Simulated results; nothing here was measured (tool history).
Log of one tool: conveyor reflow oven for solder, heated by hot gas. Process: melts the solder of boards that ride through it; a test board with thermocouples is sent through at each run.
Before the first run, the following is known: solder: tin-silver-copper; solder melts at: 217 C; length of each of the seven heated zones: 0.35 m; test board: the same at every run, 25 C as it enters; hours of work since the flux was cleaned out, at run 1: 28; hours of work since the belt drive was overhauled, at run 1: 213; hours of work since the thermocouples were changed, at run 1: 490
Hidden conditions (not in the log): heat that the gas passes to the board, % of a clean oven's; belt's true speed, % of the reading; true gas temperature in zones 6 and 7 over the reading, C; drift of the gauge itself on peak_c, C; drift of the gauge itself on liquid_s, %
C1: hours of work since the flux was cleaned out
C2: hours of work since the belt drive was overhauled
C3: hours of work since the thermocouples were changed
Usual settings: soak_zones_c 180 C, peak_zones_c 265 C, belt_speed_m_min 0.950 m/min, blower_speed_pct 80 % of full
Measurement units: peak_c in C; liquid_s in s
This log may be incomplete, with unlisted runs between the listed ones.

run 1 hour=0.0 | soak_zones_c=180 peak_zones_c=265 belt_speed_m_min=0.950 blower_speed_pct=80 | C1=28 C2=213 C3=490 | peak_c=253.6 liquid_s=35.7
run 2 hour=21.0 | soak_zones_c=178 peak_zones_c=265 belt_speed_m_min=0.950 blower_speed_pct=80 | C1=41 C2=226 C3=503 | peak_c=253.5 liquid_s=35.2
run 3 hour=35.3 | soak_zones_c=178 peak_zones_c=265 belt_speed_m_min=0.950 blower_speed_pct=80 | C1=50 C2=234 C3=512 | peak_c=253.2 liquid_s=34.9
run 4 hour=52.7 | soak_zones_c=178 peak_zones_c=265 belt_speed_m_min=0.950 blower_speed_pct=80 | C1=60 C2=245 C3=522 | peak_c=253.5 liquid_s=35.2
run 5 hour=61.8 | soak_zones_c=178 peak_zones_c=265 belt_speed_m_min=0.950 blower_speed_pct=61 | C1=66 C2=251 C3=528 | peak_c=248.5 liquid_s=32.8
run 6 hour=74.8 | soak_zones_c=179 peak_zones_c=265 belt_speed_m_min=0.950 blower_speed_pct=80 | C1=74 C2=259 C3=536 | peak_c=253.1 liquid_s=35.2
run 7 hour=89.6 | soak_zones_c=179 peak_zones_c=265 belt_speed_m_min=0.950 blower_speed_pct=80 | C1=83 C2=268 C3=545 | peak_c=253.2 liquid_s=35.8
run 8 hour=104.7 | soak_zones_c=179 peak_zones_c=261 belt_speed_m_min=0.950 blower_speed_pct=80 | C1=92 C2=277 C3=554 | peak_c=249.8 liquid_s=33.9
run 9 hour=118.9 | soak_zones_c=180 peak_zones_c=265 belt_speed_m_min=0.950 blower_speed_pct=80 | C1=101 C2=285 C3=563 | peak_c=253.3 liquid_s=35.9
run 10 hour=127.5 | soak_zones_c=180 peak_zones_c=265 belt_speed_m_min=0.950 blower_speed_pct=80 | C1=106 C2=291 C3=568 | peak_c=253.8 liquid_s=35.5
run 11 hour=147.4 | soak_zones_c=180 peak_zones_c=265 belt_speed_m_min=0.950 blower_speed_pct=80 | C1=118 C2=303 C3=580 | peak_c=253.4 liquid_s=36.1
run 12 hour=165.5 | soak_zones_c=180 peak_zones_c=265 belt_speed_m_min=0.781 blower_speed_pct=80 | C1=129 C2=314 C3=591 | peak_c=258.4 liquid_s=46.2
run 13 hour=186.7 | soak_zones_c=180 peak_zones_c=265 belt_speed_m_min=0.781 blower_speed_pct=80 | C1=142 C2=327 C3=604 | peak_c=258.1 liquid_s=45.9
run 14 hour=207.8 | soak_zones_c=180 peak_zones_c=265 belt_speed_m_min=0.781 blower_speed_pct=80 | C1=155 C2=340 C3=617 | peak_c=258.7 liquid_s=46.7
-- hour=221.3 flux residue cleaned out of gas plates and filters
run 15 hour=222.9 | soak_zones_c=180 peak_zones_c=265 belt_speed_m_min=0.781 blower_speed_pct=80 | C1=1 C2=346 C3=623 | peak_c=258.5 liquid_s=46.7
run 16 hour=232.0 | soak_zones_c=180 peak_zones_c=265 belt_speed_m_min=1.025 blower_speed_pct=57 | C1=7 C2=351 C3=629 | peak_c=246.7 liquid_s=28.5
run 17 hour=252.4 | soak_zones_c=189 peak_zones_c=269 belt_speed_m_min=1.115 blower_speed_pct=61 | C1=19 C2=364 C3=641 | peak_c=249.6 liquid_s=29.6
run 18 hour=269.3 | soak_zones_c=189 peak_zones_c=267 belt_speed_m_min=1.051 blower_speed_pct=51 | C1=29 C2=374 C3=652 | peak_c=247.1 liquid_s=30.2
run 19 hour=286.6 | soak_zones_c=178 peak_zones_c=253 belt_speed_m_min=1.031 blower_speed_pct=53 | C1=40 C2=385 C3=662 | peak_c=234.4 liquid_s=20.7
run 20 hour=302.7 | soak_zones_c=178 peak_zones_c=253 belt_speed_m_min=1.031 blower_speed_pct=53 | C1=50 C2=395 C3=672 | peak_c=233.9 liquid_s=20.7
run 21 hour=319.4 | soak_zones_c=180 peak_zones_c=279 belt_speed_m_min=0.950 blower_speed_pct=63 | C1=60 C2=405 C3=682 | peak_c=262.2 liquid_s=38.2
run 22 hour=335.2 | soak_zones_c=179 peak_zones_c=279 belt_speed_m_min=0.950 blower_speed_pct=54 | C1=70 C2=415 C3=692 | peak_c=259.4 liquid_s=36.5
run 23 hour=351.3 | soak_zones_c=179 peak_zones_c=279 belt_speed_m_min=0.950 blower_speed_pct=54 | C1=79 C2=424 C3=702 | peak_c=259.4 liquid_s=36.6
run 24 hour=369.5 | soak_zones_c=189 peak_zones_c=265 belt_speed_m_min=1.136 blower_speed_pct=80 | C1=90 C2=435 C3=713 | peak_c=251.3 liquid_s=30.1
run 25 hour=388.9 | soak_zones_c=175 peak_zones_c=265 belt_speed_m_min=1.136 blower_speed_pct=71 | C1=102 C2=447 C3=725 | peak_c=245.4 liquid_s=24.8
run 26 hour=408.1 | soak_zones_c=175 peak_zones_c=265 belt_speed_m_min=1.136 blower_speed_pct=71 | C1=114 C2=459 C3=736 | peak_c=245.7 liquid_s=24.8
run 27 hour=427.9 | soak_zones_c=171 peak_zones_c=265 belt_speed_m_min=1.030 blower_speed_pct=71 | C1=126 C2=471 C3=748 | peak_c=248.3 liquid_s=28.2
run 28 hour=447.2 | soak_zones_c=180 peak_zones_c=274 belt_speed_m_min=0.781 blower_speed_pct=80 | C1=138 C2=483 C3=760 | peak_c=267.0 liquid_s=49.1
run 29 hour=456.6 | soak_zones_c=180 peak_zones_c=262 belt_speed_m_min=1.062 blower_speed_pct=74 | C1=144 C2=489 C3=766 | peak_c=247.1 liquid_s=28.4

Alternative continuations, all from the tool just after run 29; predict every row:
run A hour=473.3 | soak_zones_c=180 peak_zones_c=265 belt_speed_m_min=0.903 blower_speed_pct=67 | C1=154 C2=499 C3=776 | peak_c=? liquid_s=?
run B hour=473.3 | soak_zones_c=177 peak_zones_c=263 belt_speed_m_min=0.932 blower_speed_pct=80 | C1=154 C2=499 C3=776 | peak_c=? liquid_s=?
run C hour=473.3 | soak_zones_c=181 peak_zones_c=276 belt_speed_m_min=0.991 blower_speed_pct=74 | C1=154 C2=499 C3=776 | peak_c=? liquid_s=?
run D hour=473.3 | soak_zones_c=192 peak_zones_c=265 belt_speed_m_min=0.950 blower_speed_pct=80 | C1=154 C2=499 C3=776 | peak_c=? liquid_s=?

run=A peak_c=252.7 liquid_s=37.2
run=B peak_c=252.5 liquid_s=35.3
run=C peak_c=262.3 liquid_s=36.8
run=D peak_c=255.9 liquid_s=39.1
What these runs would have given with no unlogged condition in the tool:
run=A peak_c=251.4 liquid_s=36.0
run=B peak_c=251.3 liquid_s=34.3
run=C peak_c=261.1 liquid_s=35.8
run=D peak_c=254.7 liquid_s=38.1

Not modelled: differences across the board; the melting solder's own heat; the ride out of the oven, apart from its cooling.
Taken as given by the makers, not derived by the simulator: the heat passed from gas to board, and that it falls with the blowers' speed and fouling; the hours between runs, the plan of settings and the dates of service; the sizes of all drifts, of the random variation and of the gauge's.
